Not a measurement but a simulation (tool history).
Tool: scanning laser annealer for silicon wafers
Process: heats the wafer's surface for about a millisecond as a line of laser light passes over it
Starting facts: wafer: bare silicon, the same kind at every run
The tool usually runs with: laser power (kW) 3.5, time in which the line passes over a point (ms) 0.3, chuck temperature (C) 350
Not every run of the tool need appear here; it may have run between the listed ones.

| run | hour | laser power (kW) | time in which the line passes over a point (ms) | chuck temperature (C) | highest temperature of the surface (C) |
|---|---|---|---|---|---|
| 1 | 0 | 3.5 | 0.3 | 350 | 1029 |
| 2 | 84.6 | 3.5 | 0.3 | 350 | 1025 |
|  | 103.6 | window over the wafer cleaned |
| 3 | 157.4 | 3.5 | 0.3 | 350 | 1063 |
| 4 | 230.9 | 3.5 | 0.3 | 350 | 1059 |
| 5 | 313.3 | 3.5 | 0.32 | 350 | 1081 |
| 6 | 357.3 | 3.5 | 0.32 | 350 | 1080 |
| 7 | 416.6 | 3.5 | 0.32 | 350 | 1074 |
| 8 | 499 | 3.5 | 0.32 | 350 | 1076 |
| 9 | 549 | 3.5 | 0.35 | 350 | 1108 |
| 10 | 621.9 | 3.5 | 0.35 | 350 | 1106 |
| 11 | 670.2 | 3.5 | 0.35 | 350 | 1100 |
| 12 | 748.5 | 3.5 | 0.35 | 350 | 1101 |
| 13 | 824.2 | 3.5 | 0.35 | 350 | 1096 |

Expected results for the next run?
| 14 | 896.4 | 3.5 | 0.35 | 350 | ? |

highest temperature of the surface (C): 1095
Were there no unlogged condition in the tool, this run, its random variation unchanged, would have produced highest temperature of the surface (C) 1133.

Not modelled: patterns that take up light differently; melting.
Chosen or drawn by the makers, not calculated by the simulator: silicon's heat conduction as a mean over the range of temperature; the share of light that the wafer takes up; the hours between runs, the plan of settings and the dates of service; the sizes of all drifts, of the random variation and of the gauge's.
